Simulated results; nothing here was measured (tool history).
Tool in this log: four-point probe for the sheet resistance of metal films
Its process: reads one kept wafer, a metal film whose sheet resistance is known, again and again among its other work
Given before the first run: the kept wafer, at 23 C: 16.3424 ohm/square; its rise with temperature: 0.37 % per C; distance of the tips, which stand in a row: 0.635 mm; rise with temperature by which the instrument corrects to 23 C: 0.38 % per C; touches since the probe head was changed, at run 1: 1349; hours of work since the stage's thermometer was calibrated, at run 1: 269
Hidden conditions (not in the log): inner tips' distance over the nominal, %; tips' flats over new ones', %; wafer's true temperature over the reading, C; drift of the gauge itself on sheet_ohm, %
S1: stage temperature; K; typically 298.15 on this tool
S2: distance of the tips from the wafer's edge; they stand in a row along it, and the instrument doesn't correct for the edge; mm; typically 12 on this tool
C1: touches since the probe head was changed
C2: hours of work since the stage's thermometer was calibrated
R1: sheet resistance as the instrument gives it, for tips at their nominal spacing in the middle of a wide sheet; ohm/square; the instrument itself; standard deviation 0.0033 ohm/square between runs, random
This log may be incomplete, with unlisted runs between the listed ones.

{"run": 1, "hour": 0.0, "S1": 298.15, "S2": 12, "C1": 1349, "C2": 269, "R1": 16.335649}
{"run": 2, "hour": 80.6, "S1": 298.15, "S2": 12, "C1": 4474, "C2": 333, "R1": 16.315755}
{"run": 3, "hour": 127.5, "S1": 298.15, "S2": 12, "C1": 6293, "C2": 370, "R1": 16.314335}
{"run": 4, "hour": 162.1, "S1": 298.15, "S2": 12, "C1": 7637, "C2": 397, "R1": 16.305902}
{"run": 5, "hour": 198.7, "S1": 298.15, "S2": 12, "C1": 9056, "C2": 426, "R1": 16.297309}
{"run": 6, "hour": 263.4, "S1": 298.15, "S2": 12, "C1": 11566, "C2": 477, "R1": 16.295822}
{"run": 7, "hour": 321.4, "S1": 292.15, "S2": 12, "C1": 13815, "C2": 522, "R1": 16.286437}
{"run": 8, "hour": 399.5, "S1": 298.15, "S2": 12, "C1": 16844, "C2": 584, "R1": 16.270171}
{"run": 9, "hour": 447.9, "S1": 298.15, "S2": 12, "C1": 18722, "C2": 622, "R1": 16.264711}
{"run": 10, "hour": 512.9, "S1": 298.15, "S2": 12, "C1": 21240, "C2": 673, "R1": 16.2603}
{"run": 11, "hour": 577.7, "S1": 298.15, "S2": 12, "C1": 23754, "C2": 724, "R1": 16.243557}
{"run": 12, "hour": 613.9, "S1": 298.15, "S2": 12, "C1": 25160, "C2": 752, "R1": 16.238232}
{"run": 13, "hour": 672.7, "S1": 293.15, "S2": 4, "C1": 27440, "C2": 799, "R1": 16.437466}
{"run": 14, "hour": 734.5, "S1": 293.15, "S2": 4, "C1": 29836, "C2": 847, "R1": 16.423691}
{"run": 15, "hour": 775.7, "S1": 293.15, "S2": 4, "C1": 31436, "C2": 880, "R1": 16.422634}
{"run": 16, "hour": 832.3, "S1": 303.15, "S2": 24, "C1": 33630, "C2": 924, "R1": 16.18351}
{"run": 17, "hour": 896.9, "S1": 303.15, "S2": 24, "C1": 36136, "C2": 975, "R1": 16.175394}
{"run": 18, "hour": 967.8, "S1": 303.15, "S2": 24, "C1": 38887, "C2": 1031, "R1": 16.171651}

4 options for the next run, each taken on its own from the tool as it stands now. Forecast them:
{"run": "A", "hour": 1046.9, "S1": 297.15, "S2": 12, "C1": 41954, "C2": 1093, "R1": "?"}
{"run": "B", "hour": 1046.9, "S1": 292.15, "S2": 27, "C1": 41954, "C2": 1093, "R1": "?"}
{"run": "C", "hour": 1046.9, "S1": 298.15, "S2": 13, "C1": 41954, "C2": 1093, "R1": "?"}
{"run": "D", "hour": 1046.9, "S1": 298.15, "S2": 8, "C1": 41954, "C2": 1093, "R1": "?"}

run=A R1=16.184229
run=B R1=16.167632
run=C R1=16.182766
run=D R1=16.207416
Stripped of hidden state, with their random variation kept, the same runs would have yielded:
run=A R1=16.368096
run=B R1=16.351527
run=C R1=16.366579
run=D R1=16.391482
